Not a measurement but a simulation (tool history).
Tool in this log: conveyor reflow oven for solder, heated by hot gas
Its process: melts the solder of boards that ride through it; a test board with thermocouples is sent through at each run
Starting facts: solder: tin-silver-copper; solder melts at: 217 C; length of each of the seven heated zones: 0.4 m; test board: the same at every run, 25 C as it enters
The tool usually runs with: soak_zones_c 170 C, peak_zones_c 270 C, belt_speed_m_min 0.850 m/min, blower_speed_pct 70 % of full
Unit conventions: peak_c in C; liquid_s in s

| run | hour | soak_zones_c | peak_zones_c | belt_speed_m_min | blower_speed_pct | peak_c | liquid_s |
|---|---|---|---|---|---|---|---|
| 1 | 0.0 | 170 | 270 | 0.850 | 70 | 252.5 | 41.4 |
| 2 | 25.7 | 170 | 270 | 0.850 | 70 | 252.8 | 41.2 |
| 3 | 65.9 | 170 | 270 | 0.850 | 80 | 254.0 | 42.2 |
| 4 | 113.9 | 170 | 270 | 0.850 | 80 | 253.5 | 42.0 |
| 5 | 136.7 | 170 | 279 | 0.850 | 70 | 259.6 | 44.6 |
| 6 | 182.1 | 170 | 279 | 0.850 | 70 | 259.2 | 44.6 |
| 7 | 220.1 | 170 | 279 | 0.850 | 70 | 259.0 | 44.7 |
|  | 227.1 | belt drive overhauled, speed set with a stopwatch |
|  | 239.2 | flux residue cleaned out of gas plates and filters |
| 8 | 261.2 | 170 | 270 | 0.850 | 70 | 252.9 | 41.9 |
| 9 | 287.8 | 157 | 280 | 0.878 | 73 | 258.4 | 40.2 |
|  | 309.9 | thermocouples of zones 6 and 7 changed |
| 10 | 329.9 | 155 | 284 | 0.850 | 70 | 261.6 | 42.6 |
| 11 | 353.5 | 155 | 284 | 0.850 | 70 | 261.4 | 42.8 |
| 12 | 378.6 | 174 | 261 | 0.850 | 70 | 244.9 | 38.6 |
| 13 | 399.6 | 174 | 261 | 0.850 | 70 | 245.1 | 38.3 |
| 14 | 432.5 | 174 | 261 | 0.850 | 70 | 245.2 | 38.2 |
| 15 | 459.0 | 174 | 261 | 0.850 | 70 | 244.7 | 38.1 |

How would selected steps in peak_c from run to run divide? Give the signed amount a tool lacking its hidden state would still show from settings, what came in and random variation, and the signed amount left for the hidden state, including any gauge scatter that is not in both of the compared results.
What the log doesn't record here: heat that the gas passes to the board, % of a clean oven's; belt's true speed, % of the reading; true gas temperature in zones 6 and 7 over the reading, C; drift of the gauge itself on peak_c, C; drift of the gauge itself on liquid_s, %.
Run 7 -> 8: peak_zones_c 279 -> 270, belt drive overhauled, speed set with a stopwatch, flux residue cleaned out of gas plates and filters. peak_c -6.1 C: hidden state +1.5, all else -7.6.
Run 11 -> 12: soak_zones_c 155 -> 174, peak_zones_c 284 -> 261. peak_c -16.5 C: hidden state -0.1, all else -16.4.
